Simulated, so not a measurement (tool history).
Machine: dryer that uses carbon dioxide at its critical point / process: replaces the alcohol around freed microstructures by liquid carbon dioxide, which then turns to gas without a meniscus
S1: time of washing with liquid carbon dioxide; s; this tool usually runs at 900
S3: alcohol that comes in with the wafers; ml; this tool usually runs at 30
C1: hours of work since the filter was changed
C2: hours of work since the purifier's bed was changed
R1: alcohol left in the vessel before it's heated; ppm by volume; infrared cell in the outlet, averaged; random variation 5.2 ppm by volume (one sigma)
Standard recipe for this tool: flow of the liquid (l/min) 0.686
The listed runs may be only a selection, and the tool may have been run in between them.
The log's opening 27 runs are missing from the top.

Run 28, hour 630.4: usual settings but S1 840 s, flow of the liquid (l/min) 0.577, S3 69 ml; C1 317; C2 388. Result: R1 957 ppm by volume.
Run 29, hour 659.5: usual settings but S1 840 s, S3 44 ml; C1 332; C2 403. Result: R1 338 ppm by volume.
Run 30, hour 677.5: usual settings but S1 1380 s, flow of the liquid (l/min) 0.483, S3 24 ml; C1 341; C2 412. Result: R1 138 ppm by volume.
Run 31, hour 700: usual settings but S1 540 s, flow of the liquid (l/min) 0.441, S3 23 ml; C1 353; C2 424. Result: R1 2008 ppm by volume.
Run 32, hour 726.7: usual settings but S1 540 s, flow of the liquid (l/min) 0.561, S3 23 ml; C1 367; C2 438. Result: R1 1285 ppm by volume.
Run 33, hour 754.7: usual settings but S1 540 s, flow of the liquid (l/min) 0.694, S3 40 ml; C1 381; C2 452. Result: R1 1316 ppm by volume.
Run 34, hour 785.8: usual settings but S1 540 s, flow of the liquid (l/min) 0.694, S3 40 ml; C1 398; C2 468. Result: R1 1302 ppm by volume.
Run 35, hour 802.7: usual settings but S1 540 s, flow of the liquid (l/min) 0.694, S3 28 ml; C1 406; C2 477. Result: R1 944 ppm by volume.
Run 36, hour 816.6: usual settings but S1 540 s, flow of the liquid (l/min) 0.694, S3 28 ml; C1 414; C2 484. Result: R1 947 ppm by volume.
At hour 841.8: inlet filter changed.
Run 37, hour 841.8: usual settings but S3 23 ml; C1 0; C2 497. Result: R1 110 ppm by volume.
Run 38, hour 862.1: usual settings but S1 960 s, flow of the liquid (l/min) 0.698, S3 32 ml; C1 11; C2 507. Result: R1 123 ppm by volume.
Run 39, hour 892.6: usual settings but S1 960 s, flow of the liquid (l/min) 0.698, S3 32 ml; C1 26; C2 523. Result: R1 129 ppm by volume.
Run 40, hour 921.6: usual settings but S1 1080 s; C1 41; C2 538. Result: R1 96 ppm by volume.
Run 41, hour 944.2: usual settings but flow of the liquid (l/min) 0.5, S3 79 ml; C1 53; C2 550. Result: R1 1086 ppm by volume.
Run 42, hour 975.1: usual settings but flow of the liquid (l/min) 0.5, S3 79 ml; C1 69; C2 566. Result: R1 1066 ppm by volume.
Run 43, hour 994: usual settings but S1 660 s, flow of the liquid (l/min) 0.413, S3 66 ml; C1 79; C2 576. Result: R1 3720 ppm by volume.
Run 44, hour 1025.3: usual settings but S1 600 s; C1 95; C2 592. Result: R1 586 ppm by volume.
Run 45, hour 1041.9: usual settings but S1 600 s; C1 104; C2 601. Result: R1 617 ppm by volume.
Run 46, hour 1062.7: usual settings but flow of the liquid (l/min) 0.441, S3 56 ml; C1 115; C2 611. Result: R1 1232 ppm by volume.

Below are 4 alternative next runs, each starting from the tool's condition after run 46. Predict each:
Run A, hour 1095.1: usual settings but S1 1260 s, flow of the liquid (l/min) 0.499, S3 42 ml; C1 131; C2 628. Result: R1 ?.
Run B, hour 1095.1: usual settings but S1 720 s, flow of the liquid (l/min) 1.057, S3 53 ml; C1 131; C2 628. Result: R1 ?.
Run C, hour 1095.1: usual settings but S1 600 s, flow of the liquid (l/min) 1.125; C1 131; C2 628. Result: R1 ?.
Run D, hour 1095.1: usual settings but S1 960 s, flow of the liquid (l/min) 0.441, S3 90 ml; C1 131; C2 628. Result: R1 ?.

run    R1
  A   197
  B   110
  C   139
  D  1609
Without the tool's unlogged condition, the same runs would have read:
run    R1
  A   113
  B    40
  C    69
  D  1360
